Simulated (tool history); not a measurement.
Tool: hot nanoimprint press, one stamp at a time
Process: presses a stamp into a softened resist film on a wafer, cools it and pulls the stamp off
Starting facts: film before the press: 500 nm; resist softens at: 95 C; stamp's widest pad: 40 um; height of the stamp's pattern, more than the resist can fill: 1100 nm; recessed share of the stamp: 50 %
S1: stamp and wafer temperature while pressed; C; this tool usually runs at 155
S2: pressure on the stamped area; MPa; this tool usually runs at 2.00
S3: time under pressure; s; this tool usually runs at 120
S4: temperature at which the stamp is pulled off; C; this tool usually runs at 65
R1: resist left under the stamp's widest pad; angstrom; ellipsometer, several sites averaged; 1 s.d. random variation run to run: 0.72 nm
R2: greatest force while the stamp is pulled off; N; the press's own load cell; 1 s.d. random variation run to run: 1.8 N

run 1 hour=0.0 | S1=155 S2=2.00 S3=120 S4=65 | R1=2695 R2=250
-- hour=9.7 stamp cleaned and given a new release coat
run 2 hour=27.2 | S1=155 S2=2.00 S3=120 S4=65 | R1=2700 R2=221
run 3 hour=52.0 | S1=155 S2=2.00 S3=120 S4=65 | R1=2688 R2=228
-- hour=63.5 plate thermocouple calibrated
run 4 hour=93.9 | S1=155 S2=2.00 S3=210 S4=65 | R1=2099 R2=235
run 5 hour=132.2 | S1=165 S2=2.00 S3=120 S4=65 | R1=1654 R2=242
-- hour=154.1 stamp cleaned and given a new release coat
run 6 hour=160.5 | S1=155 S2=2.00 S3=120 S4=65 | R1=2628 R2=220
run 7 hour=187.4 | S1=155 S2=2.00 S3=120 S4=65 | R1=2636 R2=223
run 8 hour=214.9 | S1=159 S2=2.00 S3=120 S4=65 | R1=2186 R2=230
run 9 hour=237.0 | S1=155 S2=2.32 S3=120 S4=65 | R1=2506 R2=234
run 10 hour=257.8 | S1=155 S2=2.00 S3=90 S4=65 | R1=2918 R2=239
run 11 hour=278.9 | S1=155 S2=2.00 S3=90 S4=65 | R1=2922 R2=246
-- hour=297.9 stamp cleaned and given a new release coat
run 12 hour=319.2 | S1=155 S2=2.00 S3=90 S4=65 | R1=2918 R2=219
run 13 hour=358.8 | S1=155 S2=2.00 S3=120 S4=60 | R1=2656 R2=251
run 14 hour=393.9 | S1=155 S2=2.00 S3=120 S4=60 | R1=2650 R2=262
-- hour=440.8 stamp cleaned and given a new release coat
run 15 hour=443.2 | S1=155 S2=2.00 S3=120 S4=60 | R1=2688 R2=233
run 16 hour=478.8 | S1=157 S2=2.00 S3=126 S4=67 | R1=2407 R2=217
run 17 hour=502.7 | S1=157 S2=2.00 S3=126 S4=67 | R1=2416 R2=226
run 18 hour=532.7 | S1=152 S2=1.42 S3=140 S4=65 | R1=3229 R2=241
run 19 hour=570.5 | S1=161 S2=2.00 S3=124 S4=62 | R1=2039 R2=261
-- hour=582.5 stamp cleaned and given a new release coat
run 20 hour=616.2 | S1=151 S2=1.83 S3=71 S4=56 | R1=3742 R2=261
run 21 hour=659.5 | S1=151 S2=1.83 S3=71 S4=56 | R1=3739 R2=272
run 22 hour=677.3 | S1=151 S2=1.83 S3=201 S4=55 | R1=2801 R2=284
run 23 hour=696.7 | S1=151 S2=1.83 S3=201 S4=55 | R1=2807 R2=287
-- hour=723.6 stamp cleaned and given a new release coat
run 24 hour=736.1 | S1=151 S2=2.39 S3=206 S4=55 | R1=2553 R2=256
-- hour=749.9 press's hydraulic seals changed and the load cell set to zero
run 25 hour=762.4 | S1=151 S2=2.39 S3=206 S4=55 | R1=2490 R2=261
run 26 hour=783.3 | S1=151 S2=2.39 S3=206 S4=55 | R1=2501 R2=271
run 27 hour=814.6 | S1=151 S2=2.39 S3=206 S4=55 | R1=2505 R2=279
run 28 hour=847.2 | S1=151 S2=1.39 S3=233 S4=55 | R1=2948 R2=286
run 29 hour=865.0 | S1=147 S2=1.39 S3=233 S4=55 | R1=3453 R2=300

Consider 3 possible next runs. They are alternatives, not a sequence: every one starts from the tool as it was left by run 29. What does each give?
-- hour=873.5 stamp cleaned and given a new release coat
-- hour=905.1 plate thermocouple calibrated
run A hour=905.6 | S1=155 S2=2.26 S3=120 S4=65 | R1=? R2=?
-- hour=873.5 stamp cleaned and given a new release coat
-- hour=905.1 plate thermocouple calibrated
run B hour=905.6 | S1=147 S2=1.39 S3=87 S4=55 | R1=? R2=?
-- hour=873.5 stamp cleaned and given a new release coat
-- hour=905.1 plate thermocouple calibrated
run C hour=905.6 | S1=155 S2=2.00 S3=111 S4=60 | R1=? R2=?

run=A R1=2455 R2=222
run=B R1=4097 R2=258
run=C R1=2646 R2=238
Had the tool no hidden state, the same runs would have come out as:
run=A R1=2445 R2=214
run=B R1=4090 R2=250
run=C R1=2637 R2=231
